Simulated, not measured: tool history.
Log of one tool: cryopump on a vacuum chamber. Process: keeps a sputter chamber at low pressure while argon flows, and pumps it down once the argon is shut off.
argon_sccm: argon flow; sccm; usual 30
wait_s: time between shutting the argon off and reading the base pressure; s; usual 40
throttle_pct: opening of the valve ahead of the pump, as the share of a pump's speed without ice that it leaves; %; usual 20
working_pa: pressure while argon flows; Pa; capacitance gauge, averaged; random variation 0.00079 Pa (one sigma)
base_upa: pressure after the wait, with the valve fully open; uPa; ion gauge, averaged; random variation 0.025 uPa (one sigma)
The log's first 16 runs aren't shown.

| run | hour | argon_sccm | wait_s | throttle_pct | hours of work since the pump was warmed up and emptied | hours of work since the cold head was overhauled | hours of work since the chamber's fittings were tightened | working_pa | base_upa |
|---|---|---|---|---|---|---|---|---|---|
| 17 | 970.9 | 30 | 40 | 20 | 320 | 3657 | 599 | 0.1574 | 2.05 |
| 18 | 1051.1 | 30 | 40 | 38 | 385 | 3723 | 664 | 0.0852 | 2.17 |
| 19 | 1093.0 | 30 | 40 | 38 | 420 | 3757 | 699 | 0.0838 | 2.17 |
| 20 | 1147.4 | 18 | 121 | 15 | 464 | 3802 | 743 | 0.1264 | 1.75 |
| 21 | 1199.8 | 15 | 179 | 16 | 507 | 3844 | 786 | 0.0985 | 1.70 |
| 22 | 1263.7 | 20 | 124 | 16 | 560 | 3897 | 838 | 0.1320 | 1.93 |
| 23 | 1345.2 | 20 | 124 | 16 | 626 | 3964 | 905 | 0.1312 | 2.06 |
| 24 | 1412.7 | 16 | 120 | 23 | 682 | 4019 | 961 | 0.0750 | 2.26 |
| 25 | 1475.4 | 27 | 40 | 20 | 733 | 4070 | 1012 | 0.1463 | 2.99 |
| 26 | 1543.1 | 20 | 40 | 35 | 788 | 4126 | 1067 | 0.0646 | 3.00 |
| 27 | 1592.5 | 20 | 40 | 35 | 829 | 4166 | 1108 | 0.0646 | 3.12 |
| 28 | 1642.6 | 20 | 40 | 35 | 870 | 4207 | 1149 | 0.0647 | 3.28 |
| 29 | 1739.8 | 41 | 30 | 28 | 950 | 4287 | 1228 | 0.1644 | 3.74 |
| 30 | 1831.4 | 30 | 289 | 39 | 1025 | 4362 | 1304 | 0.0907 | 2.98 |
|  | 1896.6 | pump warmed up, emptied and cooled again |
| 31 | 1896.6 | 30 | 55 | 20 | 0 | 4411 | 1353 | 0.1539 | 2.79 |
| 32 | 1968.4 | 30 | 55 | 20 | 59 | 4470 | 1412 | 0.1550 | 2.86 |
| 33 | 2019.8 | 30 | 55 | 18 | 101 | 4512 | 1454 | 0.1719 | 2.90 |
| 34 | 2081.8 | 28 | 76 | 18 | 152 | 4563 | 1504 | 0.1601 | 2.92 |
| 35 | 2165.6 | 28 | 76 | 18 | 220 | 4631 | 1573 | 0.1622 | 3.01 |

3 ways to go on from here, each from the tool as it stands after run 35. What would each give?
| A | 2222.3 | 16 | 145 | 18 | 267 | 4678 | 1620 | ? | ? |
| B | 2222.3 | 27 | 76 | 16 | 267 | 4678 | 1620 | ? | ? |
| C | 2222.3 | 30 | 54 | 15 | 267 | 4678 | 1620 | ? | ? |

| run | working_pa | base_upa |
|---|---|---|
| A | 0.0922 | 2.90 |
| B | 0.1754 | 3.25 |
| C | 0.2064 | 3.27 |
Without the tool's hidden state the same runs would have given:
| run | working_pa | base_upa |
|---|---|---|
| A | 0.0906 | 0.40 |
| B | 0.1726 | 0.65 |
| C | 0.2033 | 0.77 |
